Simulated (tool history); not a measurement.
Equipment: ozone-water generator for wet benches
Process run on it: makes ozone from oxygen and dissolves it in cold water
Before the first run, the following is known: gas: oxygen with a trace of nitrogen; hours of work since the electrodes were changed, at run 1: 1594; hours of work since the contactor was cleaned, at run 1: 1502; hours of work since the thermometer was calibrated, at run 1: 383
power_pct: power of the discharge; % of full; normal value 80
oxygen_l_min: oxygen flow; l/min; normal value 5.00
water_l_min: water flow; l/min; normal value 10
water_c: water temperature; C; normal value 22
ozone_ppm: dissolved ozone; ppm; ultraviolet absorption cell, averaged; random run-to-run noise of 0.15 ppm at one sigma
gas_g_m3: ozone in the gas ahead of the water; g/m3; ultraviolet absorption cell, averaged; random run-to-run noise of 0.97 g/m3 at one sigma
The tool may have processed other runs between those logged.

run,hour,power_pct,oxygen_l_min,water_l_min,water_c,hours of work since the electrodes were changed,hours of work since the contactor was cleaned,hours of work since the thermometer was calibrated,ozone_ppm,gas_g_m3
1,0.0,80,5.00,10,22,1594,1502,383,16.5,156.3
2,97.9,80,5.00,10,22,1658,1566,447,16.5,155.0
3,172.2,80,5.00,10,22,1707,1615,496,16.5,157.2
4,233.5,80,5.00,10,22,1747,1655,536,16.3,156.4
5,305.2,80,5.00,10,22,1794,1702,583,16.4,155.1
6,405.1,80,5.00,10,22,1860,1768,649,16.1,154.6
# hour 417.4: contactor cleaned
7,499.2,80,5.00,10,23,1919,54,708,15.7,157.1
8,599.7,87,5.00,6,23,1985,120,774,24.3,166.6
9,657.6,58,4.58,7,28,2023,158,812,14.7,125.4
10,752.5,78,5.41,12,16,2086,220,874,14.4,143.4
11,843.2,78,5.41,12,16,2145,280,934,14.4,143.7
12,933.7,80,4.27,16,22,2205,339,993,10.5,168.4
# hour 954.8: contactor cleaned, once more
13,1034.0,80,7.77,9,18,2268,52,1057,17.0,117.1

How would selected steps in ozone_ppm from run to run divide? Give the signed amount a tool lacking its hidden state would still show from settings, what came in and random variation, and the signed amount left for the hidden state, including any gauge scatter that is not in both of the compared results.
What the log doesn't record here: yield of the discharge, % of new electrodes'; contactor's efficiency, % of a clean one's; true water temperature over the reading, C; drift of the gauge itself on ozone_ppm, %; drift of the gauge itself on gas_g_m3, %.
Run 8 -> 9: power_pct 87 -> 58, oxygen_l_min 5.00 -> 4.58, water_l_min 6 -> 7, water_c 23 -> 28. ozone_ppm -9.6 ppm: hidden state +1.4, all else -11.0.
